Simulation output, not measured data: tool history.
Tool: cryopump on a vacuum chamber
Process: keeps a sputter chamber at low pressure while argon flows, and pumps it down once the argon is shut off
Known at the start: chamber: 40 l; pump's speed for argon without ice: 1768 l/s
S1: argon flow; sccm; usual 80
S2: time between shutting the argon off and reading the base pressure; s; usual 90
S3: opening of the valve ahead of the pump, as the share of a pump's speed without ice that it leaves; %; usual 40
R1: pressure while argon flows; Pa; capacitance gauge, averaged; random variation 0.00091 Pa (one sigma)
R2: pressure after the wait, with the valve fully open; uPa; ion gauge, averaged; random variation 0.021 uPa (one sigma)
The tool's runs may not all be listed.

run 1 day=0 | S1=80 S2=90 S3=40 | R1=0.1923 R2=0.56
run 2 day=0.571 | S1=80 S2=90 S3=40 | R1=0.1918 R2=0.61
run 3 day=1.475 | S1=80 S2=90 S3=40 | R1=0.1932 R2=0.61
run 4 day=2.729 | S1=80 S2=90 S3=40 | R1=0.1936 R2=0.63
run 5 day=4.062 | S1=80 S2=90 S3=40 | R1=0.1935 R2=0.6
run 6 day=5.417 | S1=80 S2=90 S3=40 | R1=0.1935 R2=0.63
run 7 day=6.121 | S1=80 S2=90 S3=40 | R1=0.1918 R2=0.57
run 8 day=7.038 | S1=80 S2=90 S3=40 | R1=0.1941 R2=0.65
run 9 day=8.362 | S1=80 S2=68 S3=40 | R1=0.1927 R2=0.75
run 10 day=8.962 | S1=80 S2=68 S3=40 | R1=0.1926 R2=0.76
run 11 day=9.921 | S1=80 S2=68 S3=40 | R1=0.1933 R2=0.71
run 12 day=10.708 | S1=80 S2=40 S3=25 | R1=0.3084 R2=1.08
run 13 day=12.079 | S1=45 S2=47 S3=40 | R1=0.1081 R2=0.96
run 14 day=12.704 | S1=45 S2=47 S3=40 | R1=0.1087 R2=0.99
run 15 day=13.371 | S1=54 S2=77 S3=17 | R1=0.3052 R2=0.76
run 16 day=14.154 | S1=134 S2=20 S3=54 | R1=0.2392 R2=1.83
run 17 day=15.229 | S1=42 S2=20 S3=54 | R1=0.0766 R2=1.85
run 18 day=16.429 | S1=96 S2=136 S3=16 | R1=0.5757 R2=0.52

The next listed run, before its measurement:
run 19 day=17.479 | S1=80 S2=90 S3=31 | R1=? R2=?

{"run 19": {"R1": 0.2491, "R2": 0.62}}
Without the tool's hidden state the same run would have given R1 0.2458 Pa, R2 0.49 uPa.
